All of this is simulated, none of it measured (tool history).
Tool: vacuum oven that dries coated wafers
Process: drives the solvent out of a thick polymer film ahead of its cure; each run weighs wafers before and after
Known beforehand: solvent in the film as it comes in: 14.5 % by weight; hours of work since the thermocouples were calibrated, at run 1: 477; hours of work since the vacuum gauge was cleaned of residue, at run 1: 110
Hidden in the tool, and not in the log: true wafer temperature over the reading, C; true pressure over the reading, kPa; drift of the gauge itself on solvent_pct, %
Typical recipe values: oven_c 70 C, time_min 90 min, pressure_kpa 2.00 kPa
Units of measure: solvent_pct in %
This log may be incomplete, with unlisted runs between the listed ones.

run,hour,oven_c,time_min,pressure_kpa,hours of work since the thermocouples were calibrated,hours of work since the vacuum gauge was cleaned of residue,solvent_pct
1,0.0,70,90,2.00,477,110,4.47
2,9.4,70,90,1.90,484,116,4.34
3,15.7,70,90,1.90,488,120,4.33
4,23.6,70,90,2.00,493,125,4.36
5,29.4,72,90,2.00,496,129,3.98
6,42.4,70,90,2.00,505,137,4.55
7,51.6,70,90,2.00,511,143,4.58
8,59.7,70,90,2.00,516,148,4.46
9,67.0,70,90,2.00,521,153,4.60
10,80.5,70,90,2.00,529,162,4.63
11,87.7,70,90,2.00,534,166,4.63
# hour 90.0: vacuum gauge cleaned of residue and calibrated
12,96.5,70,90,2.00,539,4,4.64

Run 13 has not been measured yet. What should we expect?
13,109.8,57,120,2.34,547,13,?

solvent_pct: 9.69 %
The same run, on a tool lacking any hidden state, would have yielded solvent_pct 9.15 %.
